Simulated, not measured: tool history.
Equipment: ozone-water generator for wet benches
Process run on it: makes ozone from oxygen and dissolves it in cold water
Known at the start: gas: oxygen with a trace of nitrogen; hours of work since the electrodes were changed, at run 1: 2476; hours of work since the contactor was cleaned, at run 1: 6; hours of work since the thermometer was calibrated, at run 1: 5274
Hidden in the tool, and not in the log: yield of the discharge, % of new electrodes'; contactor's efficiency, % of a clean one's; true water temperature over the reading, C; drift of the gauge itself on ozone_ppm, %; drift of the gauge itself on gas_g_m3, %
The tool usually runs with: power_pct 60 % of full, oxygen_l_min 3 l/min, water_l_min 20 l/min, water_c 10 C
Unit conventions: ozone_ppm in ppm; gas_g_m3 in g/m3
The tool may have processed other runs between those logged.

run    hour  power_pct  oxygen_l_min  water_l_min  water_c  hours of work since the electrodes were changed  hours of work since the contactor was cleaned  hours of work since the thermometer was calibrated  ozone_ppm  gas_g_m3
  1       0         60             3           20       10                                             2476                                              6                                                5274       10.6       129
  2    73.1         60             3           20       10                                             2531                                             61                                                5328       10.5     130.3
  3   156.8         60             3           20       10                                             2593                                            123                                                5391       10.4     129.2
  4   240.2         60             3           20       10                                             2656                                            186                                                5454       10.7       128
  5   334.9         60             3           20       10                                             2727                                            257                                                5525       10.4     129.2
  6   419.4         60             3           20       10                                             2791                                            321                                                5589       10.4     126.6
      497.5  -- water thermometer calibrated
  7   514.2         60             3           20       10                                             2862                                            392                                                  13       10.2     128.6
  8   577.6         60             3           15       10                                             2909                                            439                                                  60       13.9     127.9
  9     627         60             3           15       10                                             2946                                            476                                                  97       13.7     127.1
 10   718.4         60             3           15       10                                             3015                                            545                                                 166       13.4     125.9
 11   777.2         60             3           15       10                                             3059                                            589                                                 210       13.6     127.7
 12   842.8         60             3           15       10                                             3109                                            639                                                 259       13.4     126.6
 13   909.4         60             3           15       10                                             3159                                            689                                                 309       13.4     126.1
 14   967.6         60             3           15       10                                             3202                                            732                                                 353       13.3     126.5
 15  1022.5         60             3           15       10                                             3244                                            774                                                 394       13.3     125.6
 16  1069.6         60             3           15       10                                             3279                                            809                                                 430       13.3     124.9
 17  1112.2         60             3           15       10                                             3311                                            841                                                 462       13.1     125.3
 18  1158.6         60          4.63           15        8                                             3346                                            876                                                 497       13.4      95.9
 19  1236.5         60          4.63           15        8                                             3404                                            934                                                 555       13.4      94.2
 20  1278.8         60          4.63           15        8                                             3436                                            966                                                 587       13.4      95.3

Branching from run 20: 5 alternative next runs. What would each branch give?
  A  1362.7         47          3.83           15        9                                             3499                                           1029                                                 650          ?         ?
  B  1362.7         60          1.59           15       10                                             3499                                           1029                                                 650          ?         ?
  C  1362.7         85             3           20       10                                             3499                                           1029                                                 650          ?         ?
  D  1362.7         43             3           20       10                                             3499                                           1029                                                 650          ?         ?
  E  1362.7         89          1.79           15        7                                             3499                                           1029                                                 650          ?         ?

run  ozone_ppm  gas_g_m3
  A       10.9      87.2
  B       12.5       186
  C       13.2     162.8
  D        7.8      96.1
  E       17.4       240
Without the tool's unlogged condition, the same runs would have read:
run  ozone_ppm  gas_g_m3
  A       12.2      95.7
  B       14.3     210.4
  C       15.9     192.2
  D        8.7     104.4
  E       20.9     284.7
